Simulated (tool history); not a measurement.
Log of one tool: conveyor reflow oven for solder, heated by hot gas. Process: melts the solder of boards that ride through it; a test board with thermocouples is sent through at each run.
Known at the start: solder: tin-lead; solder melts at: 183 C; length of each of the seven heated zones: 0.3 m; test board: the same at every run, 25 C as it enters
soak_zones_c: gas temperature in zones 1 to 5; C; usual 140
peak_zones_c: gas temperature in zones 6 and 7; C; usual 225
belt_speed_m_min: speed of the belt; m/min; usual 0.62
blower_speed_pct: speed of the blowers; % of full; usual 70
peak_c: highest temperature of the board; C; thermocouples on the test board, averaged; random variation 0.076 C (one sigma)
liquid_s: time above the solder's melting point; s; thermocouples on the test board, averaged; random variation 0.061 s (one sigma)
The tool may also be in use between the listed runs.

| run | hour | soak_zones_c | peak_zones_c | belt_speed_m_min | blower_speed_pct | peak_c | liquid_s |
|---|---|---|---|---|---|---|---|
| 1 | 0 | 140 | 225 | 0.62 | 70 | 212.57 | 42.36 |
| 2 | 39.9 | 140 | 215 | 0.62 | 70 | 203.77 | 35.94 |
| 3 | 86 | 140 | 225 | 0.62 | 70 | 212.48 | 42.35 |
| 4 | 119.4 | 140 | 225 | 0.62 | 70 | 212.39 | 42.28 |
| 5 | 141.1 | 140 | 225 | 0.62 | 70 | 212.42 | 42.29 |
| 6 | 172.2 | 140 | 225 | 0.62 | 70 | 212.41 | 42.36 |
| 7 | 213.2 | 140 | 225 | 0.62 | 70 | 212.48 | 42.18 |
| 8 | 249.7 | 140 | 225 | 0.62 | 70 | 212.33 | 42.18 |
| 9 | 281.3 | 140 | 225 | 0.62 | 70 | 212.28 | 42.12 |
|  | 288.7 | flux residue cleaned out of gas plates and filters |
| 10 | 317.7 | 140 | 225 | 0.62 | 70 | 211.87 | 41.81 |
| 11 | 344.9 | 140 | 225 | 0.62 | 70 | 211.81 | 41.71 |
| 12 | 364.9 | 140 | 225 | 0.62 | 70 | 211.77 | 41.72 |
| 13 | 386.9 | 140 | 225 | 0.62 | 70 | 211.68 | 41.67 |
| 14 | 419.8 | 140 | 225 | 0.71 | 70 | 207.62 | 32.81 |
| 15 | 442 | 140 | 225 | 0.739 | 52 | 199.69 | 23.5 |
| 16 | 463.3 | 127 | 235 | 0.62 | 70 | 218.19 | 42.22 |
| 17 | 505.2 | 139 | 235 | 0.654 | 67 | 217.47 | 42.23 |
|  | 514.3 | flux residue cleaned out of gas plates and filters, once more |
| 18 | 543.2 | 139 | 235 | 0.593 | 67 | 223.09 | 50.52 |
| 19 | 564.8 | 139 | 235 | 0.593 | 67 | 223.12 | 50.58 |
| 20 | 601.8 | 128 | 225 | 0.62 | 71 | 212.37 | 39.54 |
| 21 | 634.6 | 153 | 229 | 0.62 | 70 | 219.24 | 50.65 |
| 22 | 663.7 | 153 | 229 | 0.62 | 70 | 219.22 | 50.87 |
| 23 | 695.9 | 153 | 229 | 0.62 | 70 | 219.4 | 50.8 |
| 24 | 727.7 | 147 | 231 | 0.62 | 70 | 219.92 | 49.17 |

3 ways to go on from here, each from the tool as it stands after run 24. What would each give?
| A | 768.7 | 140 | 225 | 0.585 | 67 | ? | ? |
| B | 768.7 | 140 | 225 | 0.52 | 70 | ? | ? |
| C | 768.7 | 140 | 218 | 0.62 | 69 | ? | ? |

| run | peak_c | liquid_s |
|---|---|---|
| A | 214.46 | 46.8 |
| B | 217.73 | 56.14 |
| C | 207.27 | 39.18 |
Without the tool's hidden state the same runs would have given:
| run | peak_c | liquid_s |
|---|---|---|
| A | 213.22 | 44.85 |
| B | 216.45 | 53.98 |
| C | 206.09 | 37.32 |
